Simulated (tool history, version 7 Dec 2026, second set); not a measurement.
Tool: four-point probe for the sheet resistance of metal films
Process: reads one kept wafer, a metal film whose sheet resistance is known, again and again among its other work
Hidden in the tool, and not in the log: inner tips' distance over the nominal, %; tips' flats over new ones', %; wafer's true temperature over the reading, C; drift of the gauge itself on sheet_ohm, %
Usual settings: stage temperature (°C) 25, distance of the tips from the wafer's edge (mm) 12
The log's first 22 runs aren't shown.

run	day	stage temperature (°C)	distance of the tips from the wafer's edge (mm)	touches since the probe head was changed	hours of work since the stage's thermometer was calibrated	sheet resistance as the instrument gives it (ohm/square)
23	9.871	25	42	28545	644	11.952267
24	10.408	20	30	29065	653	11.938007
25	10.892	33	13	29534	662	12.019387
26	11.25	27	53	29879	668	11.958831
27	11.821	32	53	30435	678	11.980615
28	12.388	18	3	30985	688	12.591104
29	12.879	18	3	31461	697	12.595406
30	13.296	18	3	31863	704	12.599163
31	13.625	28	44	32182	710	11.966409
32	14.067	28	44	32612	717	11.961258
33	14.662	21	35	33190	728	11.93849
34	15.142	26	6	33653	736	12.130467
35	15.75	27	5	34245	747	12.208966
36	16.088	27	5	34572	753	12.212591
37	16.533	34	6	35001	760	12.162291
38	16.892	34	6	35351	767	12.161066
39	17.283	22	17	35729	774	11.962237
40	17.621	22	4	36057	779	12.323665
41	17.992	25	9	36417	786	12.026802
42	18.354	26	64	36769	792	11.95637
43	18.675	18	16	37081	798	11.947604
44	18.958	21	24	37353	803	11.94393
45	19.388	28	27	37769	810	11.973829

Run 46 comes next. What will it give?
46	19.746	28	27	38117	817	?

Run 46 gave sheet resistance as the instrument gives it (ohm/square) 11.962819.
Without the tool's hidden state the same run would have given sheet resistance as the instrument gives it (ohm/square) 11.963497.
